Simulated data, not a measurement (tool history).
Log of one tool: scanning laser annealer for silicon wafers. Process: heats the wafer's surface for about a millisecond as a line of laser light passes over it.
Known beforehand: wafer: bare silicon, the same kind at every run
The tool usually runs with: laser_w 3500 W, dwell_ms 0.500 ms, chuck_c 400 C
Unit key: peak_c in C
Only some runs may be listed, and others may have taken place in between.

run	hour	laser_w	dwell_ms	chuck_c	peak_c
1	0.0	3500	0.500	400	1145
2	24.5	3500	0.500	389	1136
3	66.0	3500	0.500	389	1138
4	95.1	3500	0.500	389	1136
5	119.7	3500	0.500	389	1136
6	154.7	3500	0.500	389	1135
7	182.8	3500	0.500	389	1136
8	212.3	3500	0.500	389	1136
9	243.7	3500	0.500	389	1132
10	264.7	3500	0.500	389	1135
11	289.5	3500	0.500	389	1134
12	310.4	3500	0.500	389	1133
13	334.2	3500	0.356	400	1020
14	360.4	3500	0.500	400	1141
15	391.1	3170	0.500	400	1080
16	417.5	3500	0.610	400	1230
17	437.4	3371	0.555	400	1160
18	456.9	3047	0.420	400	995
19	497.3	3092	0.420	400	1003
20	529.2	3092	0.485	408	1062
21	553.7	3645	0.377	380	1042
22	579.0	3488	0.421	415	1093
23	616.3	3488	0.421	415	1091
24	644.4	3500	0.381	400	1044
25	664.9	3027	0.500	432	1085

Run 26 is up next; what results do you expect?
26	702.5	3027	0.500	432	?

peak_c: 1083 C
With the hidden condition absent and the run-to-run variation left alone, this run would have shown peak_c 1084 C.
